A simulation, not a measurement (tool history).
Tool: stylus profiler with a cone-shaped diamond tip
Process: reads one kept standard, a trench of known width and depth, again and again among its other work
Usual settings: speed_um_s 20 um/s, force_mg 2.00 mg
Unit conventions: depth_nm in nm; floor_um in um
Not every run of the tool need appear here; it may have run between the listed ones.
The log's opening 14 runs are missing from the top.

| run | hour | speed_um_s | force_mg | depth_nm | floor_um |
|---|---|---|---|---|---|
| 15 | 358.3 | 7 | 2.00 | 101.56 | 98.21 |
| 16 | 393.0 | 20 | 2.00 | 101.62 | 98.19 |
| 17 | 419.8 | 20 | 2.00 | 101.62 | 98.13 |
| 18 | 444.4 | 20 | 2.00 | 101.62 | 98.16 |
| 19 | 481.0 | 72 | 2.00 | 101.64 | 97.85 |
| 20 | 496.3 | 12 | 3.73 | 102.39 | 98.22 |
| 21 | 513.3 | 12 | 3.73 | 102.40 | 98.20 |
| 22 | 539.3 | 7 | 0.91 | 101.02 | 98.15 |
| 23 | 565.0 | 40 | 5.52 | 103.09 | 98.05 |
| 24 | 597.6 | 29 | 1.02 | 101.07 | 97.93 |
| 25 | 628.6 | 29 | 1.02 | 101.08 | 97.97 |
|  | 631.6 | height scale calibrated on a step standard |
| 26 | 662.7 | 5 | 2.40 | 101.89 | 98.17 |
| 27 | 695.1 | 17 | 1.85 | 101.56 | 98.03 |
| 28 | 731.2 | 16 | 0.73 | 100.96 | 97.96 |
|  | 758.3 | height scale calibrated on a step standard, once more |
| 29 | 767.9 | 20 | 1.21 | 101.11 | 98.02 |
| 30 | 796.2 | 38 | 5.50 | 102.91 | 98.01 |
| 31 | 832.6 | 8 | 2.30 | 101.66 | 98.08 |
| 32 | 857.2 | 18 | 2.30 | 101.64 | 97.94 |
| 33 | 892.0 | 42 | 2.37 | 101.69 | 97.81 |
| 34 | 918.6 | 42 | 2.37 | 101.70 | 97.85 |
| 35 | 954.4 | 42 | 2.37 | 101.76 | 97.83 |
| 36 | 974.6 | 24 | 1.16 | 101.15 | 97.85 |
| 37 | 1005.7 | 61 | 1.25 | 101.12 | 97.63 |
| 38 | 1026.6 | 14 | 1.86 | 101.50 | 98.02 |

Here are 3 independent what-if runs from the current tool condition. What would each one return?
| A | 1055.6 | 20 | 1.06 | ? | ? |
| B | 1055.6 | 22 | 1.86 | ? | ? |
| C | 1055.6 | 34 | 1.55 | ? | ? |

| run | depth_nm | floor_um |
|---|---|---|
| A | 101.05 | 97.86 |
| B | 101.50 | 97.86 |
| C | 101.34 | 97.77 |
With the hidden condition removed and each run's random variation left untouched, the same runs would have given:
| run | depth_nm | floor_um |
|---|---|---|
| A | 100.97 | 98.59 |
| B | 101.42 | 98.60 |
| C | 101.26 | 98.51 |

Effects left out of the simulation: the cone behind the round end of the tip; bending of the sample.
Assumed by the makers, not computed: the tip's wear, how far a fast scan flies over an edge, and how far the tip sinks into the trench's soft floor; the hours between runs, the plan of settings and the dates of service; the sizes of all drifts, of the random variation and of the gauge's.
